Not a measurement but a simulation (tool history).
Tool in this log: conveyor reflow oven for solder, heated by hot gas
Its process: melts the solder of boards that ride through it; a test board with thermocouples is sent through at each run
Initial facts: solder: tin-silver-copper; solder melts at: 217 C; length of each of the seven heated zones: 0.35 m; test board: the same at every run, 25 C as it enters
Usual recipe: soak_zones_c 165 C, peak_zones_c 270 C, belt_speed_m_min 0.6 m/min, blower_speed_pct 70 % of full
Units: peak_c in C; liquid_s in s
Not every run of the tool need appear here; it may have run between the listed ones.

Run 1, hour 0: usual settings. Result: peak_c 249.8 C, liquid_s 46.9 s.
Run 2, hour 80.5: usual settings but blower_speed_pct 88 % of full. Result: peak_c 252.5 C, liquid_s 49.3 s.
Run 3, hour 147.8: usual settings. Result: peak_c 249.2 C, liquid_s 46.5 s.
Run 4, hour 198.9: usual settings. Result: peak_c 248.9 C, liquid_s 45.5 s.
Run 5, hour 249: usual settings. Result: peak_c 249 C, liquid_s 45.9 s.
At hour 265.2: flux residue cleaned out of gas plates and filters.
Run 6, hour 336.3: usual settings. Result: peak_c 250.9 C, liquid_s 47.8 s.
Run 7, hour 375: usual settings. Result: peak_c 250.6 C, liquid_s 47.9 s.
Run 8, hour 410.4: usual settings. Result: peak_c 250.7 C, liquid_s 47.6 s.
Run 9, hour 459.8: usual settings. Result: peak_c 250.2 C, liquid_s 47.6 s.
Run 10, hour 521.6: usual settings. Result: peak_c 250.1 C, liquid_s 47.1 s.
Run 11, hour 574: usual settings but blower_speed_pct 80 % of full. Result: peak_c 252 C, liquid_s 48.7 s.
At hour 584.3: belt drive overhauled, speed set with a stopwatch.
Run 12, hour 634.2: usual settings but belt_speed_m_min 0.661 m/min, blower_speed_pct 80 % of full. Result: peak_c 247.7 C, liquid_s 40.9 s.
Run 13, hour 699.3: usual settings but belt_speed_m_min 0.719 m/min. Result: peak_c 240.8 C, liquid_s 31.3 s.
At hour 751.2: flux residue cleaned out of gas plates and filters.
Run 14, hour 774.2: usual settings but belt_speed_m_min 0.719 m/min. Result: peak_c 245.1 C, liquid_s 35.1 s.
Run 15, hour 843.3: usual settings but belt_speed_m_min 0.719 m/min. Result: peak_c 244.4 C, liquid_s 35 s.
At hour 881.3: thermocouples of zones 6 and 7 changed.
Run 16, hour 906.2: usual settings but soak_zones_c 152 C, peak_zones_c 274 C, belt_speed_m_min 0.712 m/min, blower_speed_pct 86 % of full. Result: peak_c 244.3 C, liquid_s 32.8 s.
At hour 920.8: belt drive overhauled, speed set with a stopwatch, once more.
Run 17, hour 966.6: usual settings but soak_zones_c 172 C, peak_zones_c 276 C, belt_speed_m_min 0.685 m/min, blower_speed_pct 67 % of full. Result: peak_c 247.8 C, liquid_s 40.3 s.
Run 18, hour 1040.8: usual settings but soak_zones_c 172 C, peak_zones_c 276 C, belt_speed_m_min 0.632 m/min, blower_speed_pct 52 % of full. Result: peak_c 247.5 C, liquid_s 43.2 s.
Run 19, hour 1075.9: usual settings but soak_zones_c 172 C, peak_zones_c 274 C, belt_speed_m_min 0.533 m/min, blower_speed_pct 52 % of full. Result: peak_c 252.9 C, liquid_s 57.4 s.
Run 20, hour 1120.5: usual settings but soak_zones_c 178 C, peak_zones_c 269 C. Result: peak_c 248.7 C, liquid_s 49.7 s.
Run 21, hour 1182.8: usual settings but soak_zones_c 178 C, peak_zones_c 272 C, belt_speed_m_min 0.62 m/min, blower_speed_pct 74 % of full. Result: peak_c 250.6 C, liquid_s 49.3 s.
At hour 1234.1: flux residue cleaned out of gas plates and filters.
Run 22, hour 1237.5: usual settings but soak_zones_c 178 C, peak_zones_c 269 C, belt_speed_m_min 0.539 m/min, blower_speed_pct 75 % of full. Result: peak_c 254.8 C, liquid_s 61.6 s.
Run 23, hour 1278.5: usual settings but soak_zones_c 178 C, peak_zones_c 269 C, belt_speed_m_min 0.539 m/min, blower_speed_pct 75 % of full. Result: peak_c 254.7 C, liquid_s 61.4 s.
Run 24, hour 1311.8: usual settings but soak_zones_c 178 C, peak_zones_c 269 C, belt_speed_m_min 0.539 m/min, blower_speed_pct 75 % of full. Result: peak_c 254.8 C, liquid_s 61.5 s.
Run 25, hour 1365.1: usual settings but soak_zones_c 172 C, peak_zones_c 277 C, belt_speed_m_min 0.624 m/min. Result: peak_c 253.7 C, liquid_s 49.4 s.
Run 26, hour 1424.9: usual settings but soak_zones_c 168 C, belt_speed_m_min 0.514 m/min, blower_speed_pct 67 % of full. Result: peak_c 253.8 C, liquid_s 59.6 s.
Run 27, hour 1484.6: usual settings but soak_zones_c 168 C, belt_speed_m_min 0.514 m/min, blower_speed_pct 67 % of full. Result: peak_c 253.7 C, liquid_s 59.7 s.
Run 28, hour 1548.8: usual settings but soak_zones_c 153 C, blower_speed_pct 51 % of full. Result: peak_c 240 C, liquid_s 34.3 s.
Run 29, hour 1623.8: usual settings but soak_zones_c 177 C, blower_speed_pct 81 % of full. Result: peak_c 251.2 C, liquid_s 52.1 s.

Each run again, without the hidden state but with its own random variation kept:
Unlogged tool condition in this case: heat that the gas passes to the board, % of a clean oven's; belt's true speed, % of the reading; true gas temperature in zones 6 and 7 over the reading, C; drift of the gauge itself on peak_c, C; drift of the gauge itself on liquid_s, %.
run  peak_c  liquid_s
  1   248.7      46.2
  2   251.8      49.1
  3   248.8      46.5
  4   248.8      45.8
  5   249.1      46.4
  6   248.7      46.1
  7   248.6      46.3
  8   248.8      46.2
  9   248.6      46.4
 10   248.8      46.2
 11     251        48
 12   247.1      40.5
 13     241      31.6
 14   241.3      31.6
 15     241      31.8
 16     245      32.9
 17   249.4      41.8
 18   249.2        45
 19   254.4        59
 20   250.6      51.7
 21     253      51.5
 22   254.6      61.5
 23   254.7      61.5
 24   254.8      61.7
 25   254.3      49.9
 26   254.3      60.2
 27   254.3      60.5
 28   241.5      36.1
 29   252.8      53.6

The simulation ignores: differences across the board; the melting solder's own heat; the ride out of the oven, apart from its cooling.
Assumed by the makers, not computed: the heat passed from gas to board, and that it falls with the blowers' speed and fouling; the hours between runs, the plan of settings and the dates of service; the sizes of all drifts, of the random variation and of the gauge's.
